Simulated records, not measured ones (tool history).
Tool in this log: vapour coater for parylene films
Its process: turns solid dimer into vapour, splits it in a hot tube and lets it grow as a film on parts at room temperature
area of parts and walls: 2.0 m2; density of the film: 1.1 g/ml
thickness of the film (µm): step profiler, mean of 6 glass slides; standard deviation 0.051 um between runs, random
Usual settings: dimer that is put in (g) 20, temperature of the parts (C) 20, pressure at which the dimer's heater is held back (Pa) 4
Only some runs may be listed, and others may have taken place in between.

run,hour,dimer that is put in (g),temperature of the parts (C),pressure at which the dimer's heater is held back (Pa),thickness of the film (µm)
1,0,20,20,4,5.74
2,31.6,20,20,4,5.6
3,62.4,20,12,4,6.6
4,77,20,12,4,6.6
5,99.6,20,20,4,5.61
6,120.1,20,20,4,5.53
7,152,20,20,4,5.49
8,169.8,20,22,4,5.22
9,192.9,20,28,4,4.7
10,224.3,20,28,4,4.66
11,250.6,16,28,4,3.71
12,264.9,20,20,4.08,5.53
13,284.8,20,20,4,5.3
14,300.8,20,20,4,5.38
15,329.5,20,20,4,5.38
16,348.2,18,20,4,4.83
17,371.8,10,20,4,2.68
18,397.9,10,20,4,2.65
19,411.9,10,20,4,2.65
20,425.1,20,20,4,5.34
21,438.7,20,20,4,5.2
22,458.2,20,20,4,5.2
# hour 487.1: trap's valve overhauled
23,491.4,20,20,4,5.83
24,517.1,20,20,4,5.74
25,548,20,20,4,5.79
26,571.4,9,20,4,2.57
27,586.9,11,14,4,3.49
28,603.3,11,14,4,3.51
29,633.9,11,14,4,3.53
30,647.4,11,14,2.39,3.79
31,665.1,11,14,3.09,3.7
32,688.6,11,18,8.73,2.82
33,710.4,11,18,8.73,2.79
34,741.3,11,18,8.73,2.75
35,771.3,26,15,5.18,7.53
36,790.8,20,20,3.6,5.56
37,808.3,16,31,4,3.52
38,821.7,29,31,4,6.33
39,852.4,17,31,4.94,3.64
40,879.5,8,30,4.94,1.71
41,902.3,19,12,5.18,5.77
42,928.6,13,20,3.24,3.59
43,948.2,16,19,3.07,4.58
44,970.5,16,25,6.09,3.5
45,987.1,13,25,10.62,2.57
46,1014.4,20,14,3.63,6.05
47,1031.2,9,12,2.28,3.09

Each row is a separate what-if for the run after 47, all from the same tool condition, not one after another. Results?
A,1058.5,20,19,6.77,?
B,1058.5,31,12,3.2,?
C,1058.5,22,16,2.24,?
D,1058.5,9,12,2.28,?

run,thickness of the film (µm)
A,4.89
B,9.85
C,6.95
D,3.05
Without the tool's hidden state the same runs would have given:
run,thickness of the film (µm)
A,5.51
B,11.08
C,7.82
D,3.44

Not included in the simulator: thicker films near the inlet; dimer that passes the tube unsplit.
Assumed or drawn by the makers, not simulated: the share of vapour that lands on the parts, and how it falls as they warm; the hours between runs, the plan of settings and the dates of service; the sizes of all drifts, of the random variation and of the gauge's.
